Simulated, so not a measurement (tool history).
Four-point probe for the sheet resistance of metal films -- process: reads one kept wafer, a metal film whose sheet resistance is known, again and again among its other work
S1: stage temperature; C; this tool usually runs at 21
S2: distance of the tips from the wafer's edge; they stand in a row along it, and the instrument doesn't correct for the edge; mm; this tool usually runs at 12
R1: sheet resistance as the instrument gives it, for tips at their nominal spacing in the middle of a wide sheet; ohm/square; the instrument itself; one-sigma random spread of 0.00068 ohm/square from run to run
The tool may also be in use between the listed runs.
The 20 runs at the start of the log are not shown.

run	day	S1	S2	R1
21	64.946	21	12	3.422782
22	66.858	33	12	3.419607
23	70.912	33	12	3.41937
24	74.212	33	12	3.419203
25	76.325	31	70	3.416433
26	80.104	31	70	3.417762
27	81.921	31	70	3.418463
28	84.029	31	70	3.416894
29	87.542	25	42	3.418207
30	89.496	24	67	3.420442
31	92.95	18	67	3.421051
32	95.638	18	67	3.421259
33	98.508	19	6	3.434315
34	102.475	20	56	3.42011
35	104.617	34	3	3.467822
36	108.754	34	3	3.466387
37	111.438	34	3	3.466418
38	113.3	34	12	3.419826
39	116.25	34	12	3.419826
40	119.425	21	6	3.43318
41	122.108	29	3	3.468014
42	124.804	28	12	3.421466
43	127.133	21	60	3.420861

Predict each of these 3 candidate next runs independently; none follows another, all start after run 43:
A	129.958	25	40	?
B	129.958	25	12	?
C	129.958	19	55	?

run	R1
A	3.418324
B	3.422392
C	3.420591
Stripped of hidden state, with their random variation kept, the same runs would have yielded:
run	R1
A	3.417758
B	3.421824
C	3.420026
